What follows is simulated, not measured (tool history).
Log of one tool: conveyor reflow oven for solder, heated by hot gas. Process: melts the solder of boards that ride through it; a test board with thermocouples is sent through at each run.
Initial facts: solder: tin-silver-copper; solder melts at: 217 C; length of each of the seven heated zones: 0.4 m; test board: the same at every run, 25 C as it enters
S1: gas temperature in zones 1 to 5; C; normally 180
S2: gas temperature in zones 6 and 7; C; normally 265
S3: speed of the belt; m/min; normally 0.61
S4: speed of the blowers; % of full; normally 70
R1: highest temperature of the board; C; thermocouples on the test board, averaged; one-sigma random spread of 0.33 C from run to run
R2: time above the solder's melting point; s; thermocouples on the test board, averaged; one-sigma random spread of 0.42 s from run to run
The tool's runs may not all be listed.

run 1 hour=0 | S1=180 S2=265 S3=0.61 S4=70 | R1=246.3 R2=55.5
-- hour=20.1 flux residue cleaned out of gas plates and filters
run 2 hour=24.3 | S1=180 S2=265 S3=0.61 S4=79 | R1=251.2 R2=60.9
run 3 hour=35.7 | S1=180 S2=265 S3=0.61 S4=79 | R1=250.8 R2=60
run 4 hour=51.4 | S1=180 S2=265 S3=0.61 S4=50 | R1=244.4 R2=52.2
run 5 hour=63.8 | S1=180 S2=265 S3=0.61 S4=50 | R1=245 R2=53.8
run 6 hour=80.4 | S1=180 S2=265 S3=0.61 S4=50 | R1=245.1 R2=53.2
-- hour=90.8 thermocouples of zones 6 and 7 changed
run 7 hour=99.4 | S1=180 S2=265 S3=0.61 S4=50 | R1=243.5 R2=52.2
run 8 hour=118.7 | S1=180 S2=265 S3=0.61 S4=50 | R1=243.2 R2=51.1
run 9 hour=135.2 | S1=180 S2=265 S3=0.61 S4=50 | R1=243.4 R2=51.8
run 10 hour=155.1 | S1=180 S2=265 S3=0.61 S4=70 | R1=247.5 R2=57.3
run 11 hour=172.9 | S1=180 S2=265 S3=0.61 S4=70 | R1=247.3 R2=57.2
run 12 hour=184.2 | S1=180 S2=265 S3=0.502 S4=70 | R1=253.6 R2=76.6
run 13 hour=195.9 | S1=180 S2=265 S3=0.502 S4=70 | R1=253.9 R2=77.7
run 14 hour=215.3 | S1=180 S2=265 S3=0.644 S4=70 | R1=245.4 R2=51.5
run 15 hour=225.5 | S1=180 S2=265 S3=0.644 S4=70 | R1=245.3 R2=51.5

The next listed run, before its measurement:
run 16 hour=240.8 | S1=180 S2=265 S3=0.644 S4=70 | R1=? R2=?

{"run 16": {"R1": 245.6, "R2": 51.9}}
Take away the tool's hidden state, keep the run-to-run variation as it was, and the same run would have given R1 245.7 C, R2 51.5 s.
